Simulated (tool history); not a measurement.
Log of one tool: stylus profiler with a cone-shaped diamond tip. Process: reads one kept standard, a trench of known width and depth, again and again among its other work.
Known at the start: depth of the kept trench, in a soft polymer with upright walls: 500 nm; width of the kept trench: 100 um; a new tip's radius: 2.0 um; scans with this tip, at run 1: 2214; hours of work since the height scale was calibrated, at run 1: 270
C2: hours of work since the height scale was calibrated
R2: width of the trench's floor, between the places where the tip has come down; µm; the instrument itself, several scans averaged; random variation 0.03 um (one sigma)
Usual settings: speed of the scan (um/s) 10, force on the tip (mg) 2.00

{"run": 1, "hour": 0.0, "speed of the scan (um/s)": 10, "force on the tip (mg)": 2.0, "scans with this tip": 2214, "C2": 270, "depth of the trench (Å)": 5069.7, "R2": 97.27}
{"run": 2, "hour": 38.7, "speed of the scan (um/s)": 10, "force on the tip (mg)": 2.0, "scans with this tip": 2399, "C2": 293, "depth of the trench (Å)": 5067.5, "R2": 97.22}
{"run": 3, "hour": 58.5, "speed of the scan (um/s)": 10, "force on the tip (mg)": 2.0, "scans with this tip": 2493, "C2": 304, "depth of the trench (Å)": 5067.4, "R2": 97.26}
{"run": 4, "hour": 92.3, "speed of the scan (um/s)": 10, "force on the tip (mg)": 0.92, "scans with this tip": 2655, "C2": 324, "depth of the trench (Å)": 5041.8, "R2": 97.22}
{"run": 5, "hour": 120.8, "speed of the scan (um/s)": 10, "force on the tip (mg)": 0.92, "scans with this tip": 2791, "C2": 340, "depth of the trench (Å)": 5040.4, "R2": 97.17}
{"run": 6, "hour": 139.7, "speed of the scan (um/s)": 10, "force on the tip (mg)": 0.92, "scans with this tip": 2881, "C2": 351, "depth of the trench (Å)": 5041.6, "R2": 97.21}
{"run": 7, "hour": 177.3, "speed of the scan (um/s)": 10, "force on the tip (mg)": 2.0, "scans with this tip": 3061, "C2": 373, "depth of the trench (Å)": 5067.9, "R2": 97.19}
{"run": 8, "hour": 216.3, "speed of the scan (um/s)": 10, "force on the tip (mg)": 2.0, "scans with this tip": 3247, "C2": 396, "depth of the trench (Å)": 5072.8, "R2": 97.17}
{"run": 9, "hour": 232.2, "speed of the scan (um/s)": 10, "force on the tip (mg)": 2.0, "scans with this tip": 3323, "C2": 405, "depth of the trench (Å)": 5070.3, "R2": 97.15}

The next listed run, before its measurement:
{"run": 10, "hour": 265.3, "speed of the scan (um/s)": 10, "force on the tip (mg)": 2.0, "scans with this tip": 3481, "C2": 425, "depth of the trench (Å)": "?", "R2": "?"}

depth of the trench (Å): 5069.0
R2: 97.15 µm
Without the tool's hidden state the same run would have given depth of the trench (Å) 5065.3, R2 97.30 µm.
